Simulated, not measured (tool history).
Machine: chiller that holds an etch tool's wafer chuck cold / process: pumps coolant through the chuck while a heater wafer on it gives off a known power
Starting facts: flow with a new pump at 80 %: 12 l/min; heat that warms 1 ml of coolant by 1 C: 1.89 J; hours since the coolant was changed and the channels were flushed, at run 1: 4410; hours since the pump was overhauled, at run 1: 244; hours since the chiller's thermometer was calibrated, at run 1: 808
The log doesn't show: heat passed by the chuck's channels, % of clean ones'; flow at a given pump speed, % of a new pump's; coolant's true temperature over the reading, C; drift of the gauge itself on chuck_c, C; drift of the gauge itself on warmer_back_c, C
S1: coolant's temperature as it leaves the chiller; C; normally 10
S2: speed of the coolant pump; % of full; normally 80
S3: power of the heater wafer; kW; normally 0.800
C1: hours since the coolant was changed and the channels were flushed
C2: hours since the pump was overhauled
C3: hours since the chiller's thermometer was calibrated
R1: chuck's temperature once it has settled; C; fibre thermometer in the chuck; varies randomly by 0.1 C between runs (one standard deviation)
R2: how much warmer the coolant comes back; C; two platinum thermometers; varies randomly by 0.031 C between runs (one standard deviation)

{"run": 1, "day": 0.0, "S1": 10, "S2": 80, "S3": 0.8, "C1": 4410, "C2": 244, "C3": 808, "R1": 17.6, "R2": 2.14}
{"run": 2, "day": 2.042, "S1": 10, "S2": 80, "S3": 0.8, "C1": 4459, "C2": 294, "C3": 857, "R1": 17.8, "R2": 2.12}
{"run": 3, "day": 3.829, "S1": 10, "S2": 80, "S3": 0.8, "C1": 4502, "C2": 336, "C3": 900, "R1": 17.6, "R2": 2.1}
{"run": 4, "day": 5.179, "S1": 10, "S2": 80, "S3": 0.8, "C1": 4534, "C2": 369, "C3": 932, "R1": 17.8, "R2": 2.13}
{"run": 5, "day": 6.908, "S1": 10, "S2": 80, "S3": 0.8, "C1": 4575, "C2": 410, "C3": 974, "R1": 17.9, "R2": 2.09}
{"run": 6, "day": 9.312, "S1": 10, "S2": 80, "S3": 0.8, "C1": 4633, "C2": 468, "C3": 1031, "R1": 17.6, "R2": 2.16}
{"run": 7, "day": 10.788, "S1": 10, "S2": 80, "S3": 0.8, "C1": 4669, "C2": 503, "C3": 1067, "R1": 17.7, "R2": 2.17}
{"run": 8, "day": 11.925, "S1": 10, "S2": 80, "S3": 0.8, "C1": 4696, "C2": 531, "C3": 1094, "R1": 17.8, "R2": 2.14}
{"run": 9, "day": 14.254, "S1": 10, "S2": 80, "S3": 0.8, "C1": 4752, "C2": 587, "C3": 1150, "R1": 17.8, "R2": 2.09}
{"run": 10, "day": 15.762, "S1": 10, "S2": 80, "S3": 0.8, "C1": 4788, "C2": 623, "C3": 1186, "R1": 17.8, "R2": 2.18}
{"run": 11, "day": 16.988, "S1": 10, "S2": 80, "S3": 0.8, "C1": 4817, "C2": 652, "C3": 1216, "R1": 17.8, "R2": 2.16}
{"run": 12, "day": 19.312, "S1": 10, "S2": 80, "S3": 0.8, "C1": 4873, "C2": 708, "C3": 1271, "R1": 18.1, "R2": 2.17}
{"run": 13, "day": 21.296, "S1": 10, "S2": 80, "S3": 0.8, "C1": 4921, "C2": 756, "C3": 1319, "R1": 18.0, "R2": 2.16}
{"run": 14, "day": 23.008, "S1": 10, "S2": 80, "S3": 0.851, "C1": 4962, "C2": 797, "C3": 1360, "R1": 18.3, "R2": 2.26}
{"run": 15, "day": 24.596, "S1": 10, "S2": 80, "S3": 0.851, "C1": 5000, "C2": 835, "C3": 1398, "R1": 18.5, "R2": 2.32}
{"run": 16, "day": 25.858, "S1": 2, "S2": 77, "S3": 0.715, "C1": 5030, "C2": 865, "C3": 1429, "R1": 9.3, "R2": 1.96}
{"run": 17, "day": 27.296, "S1": 3, "S2": 64, "S3": 0.978, "C1": 5065, "C2": 900, "C3": 1463, "R1": 14.9, "R2": 3.38}
{"run": 18, "day": 29.658, "S1": 17, "S2": 80, "S3": 0.8, "C1": 5121, "C2": 956, "C3": 1520, "R1": 25.1, "R2": 2.16}
{"run": 19, "day": 31.8, "S1": 17, "S2": 80, "S3": 0.8, "C1": 5173, "C2": 1008, "C3": 1571, "R1": 24.9, "R2": 2.13}
{"run": 20, "day": 32.908, "S1": 5, "S2": 93, "S3": 0.409, "C1": 5199, "C2": 1034, "C3": 1598, "R1": 8.5, "R2": 0.98}
{"run": 21, "day": 34.538, "S1": 11, "S2": 65, "S3": 0.416, "C1": 5239, "C2": 1073, "C3": 1637, "R1": 16.1, "R2": 1.41}
{"run": 22, "day": 35.612, "S1": 14, "S2": 79, "S3": 0.778, "C1": 5264, "C2": 1099, "C3": 1663, "R1": 21.8, "R2": 2.2}
{"run": 23, "day": 37.421, "S1": 16, "S2": 91, "S3": 0.705, "C1": 5308, "C2": 1143, "C3": 1706, "R1": 22.3, "R2": 1.63}

Subtracting, for every run, the result it would have given without the tool's unlogged condition from the measured result gives the following. The same run-to-run variation enters both numbers; the gauge's scatter may not:
run=1 R1=+0.9 R2=+0.02
run=2 R1=+0.9 R2=+0.02
run=3 R1=+0.9 R2=+0.03
run=4 R1=+0.9 R2=+0.03
run=5 R1=+1.0 R2=+0.02
run=6 R1=+0.9 R2=+0.03
run=7 R1=+1.0 R2=+0.03
run=8 R1=+1.0 R2=+0.03
run=9 R1=+1.0 R2=+0.03
run=10 R1=+1.1 R2=+0.04
run=11 R1=+1.1 R2=+0.04
run=12 R1=+1.1 R2=+0.04
run=13 R1=+1.1 R2=+0.04
run=14 R1=+1.2 R2=+0.05
run=15 R1=+1.2 R2=+0.05
run=16 R1=+1.1 R2=+0.05
run=17 R1=+1.7 R2=+0.08
run=18 R1=+1.2 R2=+0.05
run=19 R1=+1.2 R2=+0.05
run=20 R1=+0.6 R2=+0.03
run=21 R1=+0.9 R2=+0.04
run=22 R1=+1.3 R2=+0.06
run=23 R1=+1.0 R2=+0.04
